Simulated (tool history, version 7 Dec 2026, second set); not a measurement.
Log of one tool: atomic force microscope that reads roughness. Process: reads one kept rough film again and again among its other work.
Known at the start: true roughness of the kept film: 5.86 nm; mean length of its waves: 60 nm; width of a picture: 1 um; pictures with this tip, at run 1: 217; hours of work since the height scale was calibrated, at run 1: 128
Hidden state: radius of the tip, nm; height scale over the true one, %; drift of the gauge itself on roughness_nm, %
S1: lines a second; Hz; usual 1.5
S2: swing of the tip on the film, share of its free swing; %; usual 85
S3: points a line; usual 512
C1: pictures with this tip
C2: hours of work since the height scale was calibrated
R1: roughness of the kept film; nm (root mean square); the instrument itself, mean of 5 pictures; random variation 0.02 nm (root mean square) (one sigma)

run	hour	S1	S2	S3	C1	C2	R1
1	0	1.5	85	512	217	128	4.791
2	9.8	0.67	85	512	228	132	5.17
3	20.6	0.67	85	512	241	137	5.159
4	31.4	1.5	85	512	253	142	4.817
5	39.3	1.5	85	512	263	145	4.828
6	49.6	0.97	85	512	275	150	5.038
7	59.7	1.5	82	512	286	154	4.906
8	69.8	1.5	88	512	298	159	4.682
9	80.4	1.5	88	512	310	163	4.688
10	90.5	1.5	85	311	322	168	4.762
11	100.6	1.5	85	311	334	172	4.794
12	107.4	1.5	85	311	342	175	4.8
13	112.6	1.5	85	311	348	177	4.796
# hour 121: new tip fitted
14	122.7	1.5	85	311	2	182	4.76
15	132	1.5	85	311	13	186	4.786
16	142.1	1.5	85	316	25	190	4.786
17	147.2	1.5	81	976	30	192	4.944
18	152.8	1.36	85	765	37	195	4.855
19	161.1	0.5	85	512	47	199	5.249
20	171.1	1.5	86	540	58	203	4.764
21	179.9	0.53	73	895	68	207	5.326

How the hidden state differs across the entries between the runs, from the last listed run before each to the first after it:
Between runs 13 and 14: new tip fitted (hour 121)
  radius of the tip, nm: 10.3 -> 10

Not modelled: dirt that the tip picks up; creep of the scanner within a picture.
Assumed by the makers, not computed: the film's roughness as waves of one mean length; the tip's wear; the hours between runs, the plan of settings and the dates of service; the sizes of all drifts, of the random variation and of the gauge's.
